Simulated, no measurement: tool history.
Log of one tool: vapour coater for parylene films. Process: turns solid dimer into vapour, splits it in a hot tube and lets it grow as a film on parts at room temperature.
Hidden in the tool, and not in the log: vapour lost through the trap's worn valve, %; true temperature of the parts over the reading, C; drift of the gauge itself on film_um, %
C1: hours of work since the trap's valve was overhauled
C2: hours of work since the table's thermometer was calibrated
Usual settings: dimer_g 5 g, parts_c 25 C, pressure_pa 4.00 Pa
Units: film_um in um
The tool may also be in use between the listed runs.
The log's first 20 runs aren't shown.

{"run": 21, "day": 20.479, "dimer_g": 8, "parts_c": 25, "pressure_pa": 3.84, "C1": 118, "C2": 408, "film_um": 3.033}
{"run": 22, "day": 21.196, "dimer_g": 8, "parts_c": 35, "pressure_pa": 2.52, "C1": 132, "C2": 421, "film_um": 2.354}
{"run": 23, "day": 21.858, "dimer_g": 8, "parts_c": 35, "pressure_pa": 4.2, "C1": 144, "C2": 433, "film_um": 2.109}
{"run": 24, "day": 23.108, "dimer_g": 9, "parts_c": 19, "pressure_pa": 8.05, "C1": 167, "C2": 457, "film_um": 3.592}
{"run": 25, "day": 24.075, "dimer_g": 9, "parts_c": 27, "pressure_pa": 8.05, "C1": 185, "C2": 474, "film_um": 2.715}
{"run": 26, "day": 25.325, "dimer_g": 9, "parts_c": 27, "pressure_pa": 8.05, "C1": 208, "C2": 498, "film_um": 2.718}
{"run": 27, "day": 26.667, "dimer_g": 9, "parts_c": 27, "pressure_pa": 8.05, "C1": 233, "C2": 523, "film_um": 2.725}
{"run": 28, "day": 28.062, "dimer_g": 5, "parts_c": 27, "pressure_pa": 3.36, "C1": 259, "C2": 549, "film_um": 1.844}
{"run": 29, "day": 28.704, "dimer_g": 4, "parts_c": 25, "pressure_pa": 10.57, "C1": 271, "C2": 560, "film_um": 1.232}
{"run": 30, "day": 29.842, "dimer_g": 4, "parts_c": 31, "pressure_pa": 8.39, "C1": 292, "C2": 582, "film_um": 1.031}

5 ways to go on from here, each from the tool as it stands after run 30. What would each give?
{"run": "A", "day": 30.538, "dimer_g": 4, "parts_c": 31, "pressure_pa": 10.77, "C1": 305, "C2": 594, "film_um": "?"}
{"run": "B", "day": 30.538, "dimer_g": 7, "parts_c": 25, "pressure_pa": 7.15, "C1": 305, "C2": 594, "film_um": "?"}
{"run": "C", "day": 30.538, "dimer_g": 4, "parts_c": 35, "pressure_pa": 8.39, "C1": 305, "C2": 594, "film_um": "?"}
{"run": "D", "day": 30.538, "dimer_g": 2, "parts_c": 31, "pressure_pa": 8.39, "C1": 305, "C2": 594, "film_um": "?"}
{"run": "E", "day": 30.538, "dimer_g": 3, "parts_c": 31, "pressure_pa": 8.39, "C1": 305, "C2": 594, "film_um": "?"}

run=A film_um=0.982
run=B film_um=2.318
run=C film_um=0.904
run=D film_um=0.533
run=E film_um=0.788
Without the tool's hidden state the same runs would have given:
run=A film_um=0.960
run=B film_um=2.265
run=C film_um=0.883
run=D film_um=0.521
run=E film_um=0.771

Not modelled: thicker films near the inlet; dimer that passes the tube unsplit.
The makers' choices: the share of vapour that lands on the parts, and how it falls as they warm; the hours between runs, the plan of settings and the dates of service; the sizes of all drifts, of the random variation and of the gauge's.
